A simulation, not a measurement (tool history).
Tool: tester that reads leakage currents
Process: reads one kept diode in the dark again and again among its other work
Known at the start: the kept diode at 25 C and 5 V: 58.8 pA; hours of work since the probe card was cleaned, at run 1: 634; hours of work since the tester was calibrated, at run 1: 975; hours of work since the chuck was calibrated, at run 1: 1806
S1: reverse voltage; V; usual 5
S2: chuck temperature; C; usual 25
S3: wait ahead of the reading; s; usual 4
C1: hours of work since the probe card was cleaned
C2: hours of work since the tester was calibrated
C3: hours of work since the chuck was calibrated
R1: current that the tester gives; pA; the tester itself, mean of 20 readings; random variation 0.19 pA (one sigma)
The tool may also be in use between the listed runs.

| run | day | S1 | S2 | S3 | C1 | C2 | C3 | R1 |
|---|---|---|---|---|---|---|---|---|
| 1 | 0 | 5 | 25 | 4 | 634 | 975 | 1806 | 56.59 |
| 2 | 2.088 | 5 | 25 | 4 | 669 | 1009 | 1841 | 56.98 |
| 3 | 3.146 | 5 | 25 | 4 | 686 | 1027 | 1858 | 56.59 |
| 4 | 4.792 | 5 | 25 | 0.74 | 714 | 1055 | 1886 | 58.8 |
| 5 | 5.804 | 5 | 25 | 0.74 | 731 | 1072 | 1903 | 59.22 |
| 6 | 7.233 | 5 | 25 | 0.74 | 755 | 1095 | 1927 | 59.12 |
| 7 | 8.733 | 5 | 25 | 1.46 | 780 | 1121 | 1952 | 57.97 |
| 8 | 10.55 | 5 | 25 | 1.46 | 810 | 1151 | 1982 | 58.02 |
| 9 | 11.65 | 5 | 25 | 4 | 828 | 1169 | 2000 | 57.11 |
| 10 | 13.354 | 2.02 | 25 | 4 | 857 | 1198 | 2029 | 38.37 |
|  | 14.096 | chuck's temperature calibrated |
| 11 | 14.483 | 2.02 | 25 | 4 | 874 | 1215 | 6 | 42.31 |
| 12 | 15.404 | 5 | 25 | 4 | 890 | 1231 | 22 | 62.84 |
| 13 | 16.508 | 5 | 25 | 4 | 908 | 1249 | 40 | 63.11 |
| 14 | 17.562 | 5 | 25 | 2.45 | 926 | 1267 | 58 | 63.27 |
| 15 | 19.308 | 5 | 25 | 0.78 | 955 | 1296 | 87 | 65.29 |
| 16 | 20.921 | 5 | 25 | 0.78 | 982 | 1323 | 114 | 65.48 |
| 17 | 22.304 | 5 | 25 | 0.78 | 1005 | 1346 | 137 | 65.21 |
| 18 | 24.238 | 5 | 25 | 0.78 | 1037 | 1378 | 169 | 65.33 |
| 19 | 25.167 | 5 | 25 | 4 | 1053 | 1394 | 185 | 63.33 |
| 20 | 26.971 | 5 | 25 | 4 | 1083 | 1424 | 215 | 63.46 |
| 21 | 29.121 | 5 | 35 | 8.42 | 1119 | 1460 | 251 | 141.99 |
| 22 | 30.388 | 3.65 | 54 | 2.48 | 1140 | 1481 | 272 | 526.21 |
| 23 | 31.446 | 16.23 | 51 | 4 | 1158 | 1499 | 290 | 782.66 |
| 24 | 33.117 | 16.23 | 51 | 4 | 1186 | 1527 | 318 | 786.11 |
| 25 | 34.167 | 4.54 | 21 | 1.33 | 1203 | 1544 | 335 | 45.13 |
| 26 | 35.075 | 4.54 | 21 | 1.33 | 1219 | 1559 | 351 | 44.94 |
| 27 | 36.254 | 4.54 | 21 | 1.33 | 1238 | 1579 | 370 | 44.83 |
| 28 | 38.367 | 4.54 | 21 | 1.33 | 1274 | 1614 | 406 | 45.42 |
| 29 | 39.588 | 1.75 | 42 | 1.02 | 1294 | 1635 | 426 | 157.87 |
| 30 | 40.467 | 1.75 | 42 | 1.02 | 1309 | 1649 | 441 | 158.19 |
| 31 | 41.812 | 8.21 | 59 | 1.02 | 1331 | 1672 | 463 | 1055.24 |
| 32 | 43.504 | 8.21 | 56 | 0.73 | 1359 | 1700 | 491 | 847.09 |
| 33 | 45.404 | 1.13 | 38 | 0.73 | 1391 | 1732 | 523 | 96.1 |
| 34 | 46.838 | 8.73 | 20 | 2.85 | 1415 | 1756 | 547 | 58.02 |
| 35 | 48.162 | 17.17 | 44 | 0.38 | 1437 | 1778 | 569 | 495 |
| 36 | 49.396 | 3.64 | 32 | 4 | 1458 | 1799 | 590 | 96.96 |
| 37 | 50.692 | 4.59 | 39 | 4 | 1479 | 1820 | 612 | 185.03 |
| 38 | 52.025 | 1.64 | 52 | 8.98 | 1502 | 1843 | 634 | 324.71 |
| 39 | 53.471 | 13.17 | 33 | 4 | 1526 | 1867 | 658 | 186.07 |

Forecast each of these 4 alternatives for the next run:
| A | 54.562 | 7.51 | 25 | 4 | 1544 | 1885 | 676 | ? |
| B | 54.562 | 13.17 | 37 | 4 | 1544 | 1885 | 676 | ? |
| C | 54.562 | 5 | 34 | 4 | 1544 | 1885 | 676 | ? |
| D | 54.562 | 1.54 | 34 | 4 | 1544 | 1885 | 676 | ? |

| run | R1 |
|---|---|
| A | 77.88 |
| B | 251.64 |
| C | 130.97 |
| D | 78.43 |
Without the tool's hidden state the same runs would have given:
| run | R1 |
|---|---|
| A | 69.8 |
| B | 241.67 |
| C | 128.7 |
| D | 79.35 |
